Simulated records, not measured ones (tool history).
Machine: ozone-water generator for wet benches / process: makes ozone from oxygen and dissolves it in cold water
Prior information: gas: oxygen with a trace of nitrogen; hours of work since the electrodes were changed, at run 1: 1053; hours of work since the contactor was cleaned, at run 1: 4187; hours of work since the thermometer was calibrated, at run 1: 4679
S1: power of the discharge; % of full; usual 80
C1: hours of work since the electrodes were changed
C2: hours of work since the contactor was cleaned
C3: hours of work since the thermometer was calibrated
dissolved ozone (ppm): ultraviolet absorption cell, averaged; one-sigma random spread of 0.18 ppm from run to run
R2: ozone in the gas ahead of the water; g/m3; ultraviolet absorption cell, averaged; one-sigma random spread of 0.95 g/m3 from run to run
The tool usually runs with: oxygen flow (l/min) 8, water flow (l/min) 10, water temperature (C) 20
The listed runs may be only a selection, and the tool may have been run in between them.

Run 1, hour 0: usual settings; C1 1053; C2 4187; C3 4679. Result: dissolved ozone (ppm) 22.8, R2 158.6 g/m3.
Run 2, hour 68.2: usual settings but water temperature (C) 16; C1 1102; C2 4237; C3 4729. Result: dissolved ozone (ppm) 25.1, R2 157 g/m3.
Run 3, hour 171.6: usual settings but S1 89 % of full; C1 1178; C2 4312; C3 4804. Result: dissolved ozone (ppm) 25, R2 173.6 g/m3.
Run 4, hour 263.4: usual settings; C1 1245; C2 4379; C3 4871. Result: dissolved ozone (ppm) 23, R2 160.3 g/m3.
Run 5, hour 380: usual settings; C1 1330; C2 4464; C3 4956. Result: dissolved ozone (ppm) 22.8, R2 157.9 g/m3.
Run 6, hour 447.2: usual settings; C1 1379; C2 4513; C3 5005. Result: dissolved ozone (ppm) 22.7, R2 158.6 g/m3.
Run 7, hour 562.6: usual settings; C1 1463; C2 4597; C3 5089. Result: dissolved ozone (ppm) 23, R2 156.3 g/m3.
Run 8, hour 618.4: usual settings but S1 75 % of full; C1 1503; C2 4638; C3 5130. Result: dissolved ozone (ppm) 21.6, R2 148.1 g/m3.
Run 9, hour 725.1: usual settings but water temperature (C) 23; C1 1581; C2 4715; C3 5207. Result: dissolved ozone (ppm) 21.4, R2 156.1 g/m3.
Run 10, hour 785.9: usual settings but water temperature (C) 23; C1 1625; C2 4760; C3 5252. Result: dissolved ozone (ppm) 21.3, R2 159.2 g/m3.
Run 11, hour 877.1: usual settings but water temperature (C) 23; C1 1692; C2 4826; C3 5318. Result: dissolved ozone (ppm) 20.8, R2 158.2 g/m3.
Run 12, hour 981.3: usual settings but S1 96 % of full; C1 1768; C2 4902; C3 5394. Result: dissolved ozone (ppm) 25.9, R2 181.8 g/m3.
Run 13, hour 1034: usual settings; C1 1806; C2 4940; C3 5433. Result: dissolved ozone (ppm) 22.6, R2 156 g/m3.
Run 14, hour 1143.6: usual settings but water flow (l/min) 13; C1 1886; C2 5020; C3 5512. Result: dissolved ozone (ppm) 19.2, R2 158.5 g/m3.
Run 15, hour 1193.4: usual settings but water flow (l/min) 13; C1 1922; C2 5057; C3 5549. Result: dissolved ozone (ppm) 19.2, R2 155.8 g/m3.
Run 16, hour 1248.8: usual settings but S1 99 % of full; C1 1963; C2 5097; C3 5589. Result: dissolved ozone (ppm) 26, R2 183.2 g/m3.
At hour 1283.8: water thermometer calibrated.
Run 17, hour 1314.7: usual settings but S1 83 % of full, water temperature (C) 13; C1 2010; C2 5145; C3 23. Result: dissolved ozone (ppm) 27, R2 160.4 g/m3.
Run 18, hour 1404.2: usual settings but S1 63 % of full, oxygen flow (l/min) 4.53, water temperature (C) 13; C1 2076; C2 5210; C3 88. Result: dissolved ozone (ppm) 21.8, R2 160 g/m3.

Expected results for the next run?
Run 19, hour 1481.9: usual settings but oxygen flow (l/min) 7.01, water flow (l/min) 7; C1 2132; C2 5266; C3 144. Result: dissolved ozone (ppm) ?, R2 ?.

{"run 19": {"dissolved ozone (ppm)": 27.5, "R2": 163.3}}
With no hidden state in the tool, this same run would have given dissolved ozone (ppm) 30.1, R2 169.4 g/m3.
